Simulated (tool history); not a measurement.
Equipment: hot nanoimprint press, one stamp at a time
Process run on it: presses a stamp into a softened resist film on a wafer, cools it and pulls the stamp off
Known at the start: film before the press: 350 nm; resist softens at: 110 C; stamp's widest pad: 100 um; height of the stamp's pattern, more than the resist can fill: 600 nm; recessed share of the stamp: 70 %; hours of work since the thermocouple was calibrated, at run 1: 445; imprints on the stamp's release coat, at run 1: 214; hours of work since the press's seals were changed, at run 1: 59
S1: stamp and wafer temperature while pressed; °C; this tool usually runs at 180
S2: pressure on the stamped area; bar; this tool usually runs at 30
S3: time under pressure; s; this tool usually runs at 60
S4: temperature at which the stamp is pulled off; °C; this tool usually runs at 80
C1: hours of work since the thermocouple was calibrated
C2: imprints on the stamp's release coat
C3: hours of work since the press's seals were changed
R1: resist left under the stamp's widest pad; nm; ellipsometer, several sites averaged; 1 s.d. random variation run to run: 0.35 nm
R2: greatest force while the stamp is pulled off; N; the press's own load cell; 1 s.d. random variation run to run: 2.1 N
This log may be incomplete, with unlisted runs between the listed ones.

run,hour,S1,S2,S3,S4,C1,C2,C3,R1,R2
1,0,180,30,60,80,445,214,59,128.9,163
2,5.4,180,30,60,80,447,222,61,128.7,164
3,17,180,30,60,80,452,238,66,128.8,163
# hour 21.4: plate thermocouple calibrated
4,27.9,180,30,60,80,3,250,70,136.4,170
5,36.3,180,30,60,80,7,262,74,136.3,170
6,42.8,180,30,60,80,10,271,76,136.1,172
7,48.3,180,30,60,80,12,279,79,135.6,175
8,57.7,180,30,60,80,16,292,83,136.1,174
9,63.3,180,30,60,80,19,300,86,136.6,177
10,74.6,180,30,60,80,24,316,91,135.9,170
11,85.6,180,30,39,80,29,332,95,159.2,173
12,96.1,180,30,39,80,33,347,100,158.2,177
13,105.6,180,30,39,80,37,361,104,158.5,177
14,118.1,180,30,64,80,43,379,110,132.6,175
15,130.7,180,30,64,80,49,397,116,132.5,176
16,142.9,180,18,64,80,54,414,121,172.9,175
17,151.4,175,21.8,99,67,58,426,125,154.2,241
18,162.2,175,21.8,99,87,63,441,130,154,140
19,174.2,178,18.8,39,84,68,459,135,205.9,157
20,180.6,178,18.8,39,84,71,468,138,207.2,158
21,192.8,186,30,60,80,76,485,143,115.2,180
22,200.4,177,30,73,80,80,496,146,137,182
23,210.6,174,33.1,36,80,84,511,151,182.1,181
24,218.1,180,42.6,60,76,87,521,154,111.5,199
25,227.7,183,30,60,85,92,535,159,124.2,156
26,234.9,183,30,60,85,95,545,162,124.2,157
27,240.6,180,27.4,60,85,97,553,164,141.9,155
28,253,174,47.6,60,70,103,571,170,125.4,238
29,261,174,47.6,60,70,106,583,173,125.3,236

Measured minus without-hidden-state, run by run (identical run-to-run variation in each term; gauge scatter may differ):
Hidden state at play: true temperature over the reading, C; pressure that arrives at the usual setting, %; grip of the stamp's worn release coat, % over a new coat's; drift of the gauge itself on residual_nm, %; drift of the gauge itself on pull_off_n, %.
run,R1,R2
1,-6.6,-1
2,-6.6,-1
3,-6.7,-1
4,+0.5,+9
5,+0.4,+10
6,+0.3,+10
7,+0.4,+11
8,+0.3,+11
9,+0.2,+11
10,+0.1,+11
11,+0.1,+12
12,+0.1,+13
13,+0,+13
14,-0.1,+13
15,-0.2,+13
16,-0.4,+14
17,-0.4,+20
18,-0.6,+12
19,-0.7,+14
20,-0.8,+14
21,-0.5,+17
22,-0.7,+17
23,-0.9,+17
24,-0.5,+20
25,-0.7,+15
26,-0.8,+16
27,-1,+16
28,-0.8,+26
29,-0.9,+26

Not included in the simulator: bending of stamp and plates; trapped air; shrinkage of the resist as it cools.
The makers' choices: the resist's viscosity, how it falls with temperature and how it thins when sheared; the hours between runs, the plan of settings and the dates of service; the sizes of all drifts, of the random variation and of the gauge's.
